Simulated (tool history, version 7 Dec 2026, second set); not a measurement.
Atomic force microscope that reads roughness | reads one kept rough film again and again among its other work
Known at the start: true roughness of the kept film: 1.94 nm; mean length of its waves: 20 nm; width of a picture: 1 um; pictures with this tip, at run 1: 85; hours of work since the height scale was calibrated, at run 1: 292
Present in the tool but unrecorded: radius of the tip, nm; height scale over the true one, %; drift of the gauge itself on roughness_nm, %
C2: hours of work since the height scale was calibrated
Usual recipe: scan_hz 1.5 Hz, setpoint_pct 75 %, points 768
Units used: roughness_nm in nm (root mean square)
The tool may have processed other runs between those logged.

{"run": 1, "hour": 0.0, "scan_hz": 1.5, "setpoint_pct": 75, "points": 768, "pictures with this tip": 85, "C2": 292, "roughness_nm": 1.31}
{"run": 2, "hour": 8.1, "scan_hz": 1.5, "setpoint_pct": 75, "points": 768, "pictures with this tip": 96, "C2": 296, "roughness_nm": 1.301}
{"run": 3, "hour": 20.0, "scan_hz": 1.5, "setpoint_pct": 75, "points": 768, "pictures with this tip": 113, "C2": 302, "roughness_nm": 1.261}
{"hour": 29.6, "done": "new tip fitted"}
{"run": 4, "hour": 32.3, "scan_hz": 0.76, "setpoint_pct": 75, "points": 768, "pictures with this tip": 4, "C2": 307, "roughness_nm": 1.548}
{"run": 5, "hour": 42.4, "scan_hz": 2.84, "setpoint_pct": 75, "points": 768, "pictures with this tip": 18, "C2": 312, "roughness_nm": 1.4}
{"run": 6, "hour": 49.1, "scan_hz": 2.47, "setpoint_pct": 75, "points": 768, "pictures with this tip": 28, "C2": 316, "roughness_nm": 1.4}
{"run": 7, "hour": 60.4, "scan_hz": 1.5, "setpoint_pct": 76, "points": 768, "pictures with this tip": 43, "C2": 321, "roughness_nm": 1.398}
{"run": 8, "hour": 73.2, "scan_hz": 1.5, "setpoint_pct": 76, "points": 768, "pictures with this tip": 61, "C2": 327, "roughness_nm": 1.365}
{"hour": 75.2, "done": "height scale calibrated on a step standard"}
{"run": 9, "hour": 83.3, "scan_hz": 1.58, "setpoint_pct": 89, "points": 768, "pictures with this tip": 74, "C2": 4, "roughness_nm": 1.246}
{"run": 10, "hour": 96.8, "scan_hz": 1.58, "setpoint_pct": 89, "points": 768, "pictures with this tip": 93, "C2": 11, "roughness_nm": 1.224}
{"run": 11, "hour": 110.0, "scan_hz": 1.5, "setpoint_pct": 81, "points": 768, "pictures with this tip": 112, "C2": 17, "roughness_nm": 1.234}
{"hour": 120.6, "done": "new tip fitted"}
{"run": 12, "hour": 122.6, "scan_hz": 1.5, "setpoint_pct": 81, "points": 768, "pictures with this tip": 3, "C2": 23, "roughness_nm": 1.48}

Each row is a separate what-if for the run after 12, all from the same tool condition, not one after another. Results?
{"hour": 129.6, "done": "height scale calibrated on a step standard, once more"}
{"run": "A", "hour": 131.7, "scan_hz": 1.5, "setpoint_pct": 81, "points": 265, "pictures with this tip": 15, "C2": 1, "roughness_nm": "?"}
{"hour": 129.6, "done": "height scale calibrated on a step standard, once more"}
{"run": "B", "hour": 131.7, "scan_hz": 2.56, "setpoint_pct": 62, "points": 451, "pictures with this tip": 15, "C2": 1, "roughness_nm": "?"}
{"hour": 129.6, "done": "height scale calibrated on a step standard, once more"}
{"run": "C", "hour": 131.7, "scan_hz": 0.54, "setpoint_pct": 59, "points": 451, "pictures with this tip": 15, "C2": 1, "roughness_nm": "?"}

run=A roughness_nm=1.418
run=B roughness_nm=1.482
run=C roughness_nm=1.538
The same runs, with their run-to-run variation unchanged, on a tool lacking any hidden condition would have given:
run=A roughness_nm=1.471
run=B roughness_nm=1.538
run=C roughness_nm=1.595
